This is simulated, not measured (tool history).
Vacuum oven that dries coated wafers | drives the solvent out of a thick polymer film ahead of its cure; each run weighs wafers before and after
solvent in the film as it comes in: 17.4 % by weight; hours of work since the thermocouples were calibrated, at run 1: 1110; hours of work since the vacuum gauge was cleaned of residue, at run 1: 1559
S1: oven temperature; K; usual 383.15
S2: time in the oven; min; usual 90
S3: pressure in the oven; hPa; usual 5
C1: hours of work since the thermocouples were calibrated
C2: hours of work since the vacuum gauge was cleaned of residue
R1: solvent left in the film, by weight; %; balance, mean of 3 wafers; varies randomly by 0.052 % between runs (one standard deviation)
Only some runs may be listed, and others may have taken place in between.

run	day	S1	S2	S3	C1	C2	R1
1	0	383.15	90	5	1110	1559	2.27
2	1.871	383.15	90	5	1146	1595	2.24
3	3.821	383.15	90	5	1183	1632	2.34
4	5.167	383.15	90	5	1209	1658	2.34
5	6.771	383.15	90	5	1240	1688	2.4
6	7.821	383.15	90	5	1260	1708	2.48
7	9.3	383.15	90	5	1288	1737	2.45
# day 9.508: vacuum gauge cleaned of residue and calibrated
8	10.504	369.15	91	18.74	1310	19	7.88
9	12.171	369.15	91	18.74	1342	51	7.75
10	13.983	383.15	90	3.11	1376	86	2.53
11	15.625	384.15	142	3.37	1408	117	1.54
# day 15.896: vacuum gauge cleaned of residue and calibrated, once more
12	17.896	384.15	142	3.37	1450	38	0.56
13	19.025	383.15	81	9.3	1472	60	2.53
14	19.971	383.15	81	9.3	1490	78	2.46

Below are 5 alternative next runs, each starting from the tool's condition after run 14. Predict each:
A	22.221	396.15	134	10.24	1533	121	?
B	22.221	397.15	85	11.2	1533	121	?
C	22.221	368.15	110	6.6	1533	121	?
D	22.221	397.15	106	8.04	1533	121	?
E	22.221	397.15	47	9.3	1533	121	?

run	R1
A	0.58
B	0.75
C	5.07
D	0.46
E	1.63
What these runs would have given with no unlogged condition in the tool:
run	R1
A	0.5
B	0.61
C	4.27
D	0.37
E	1.26
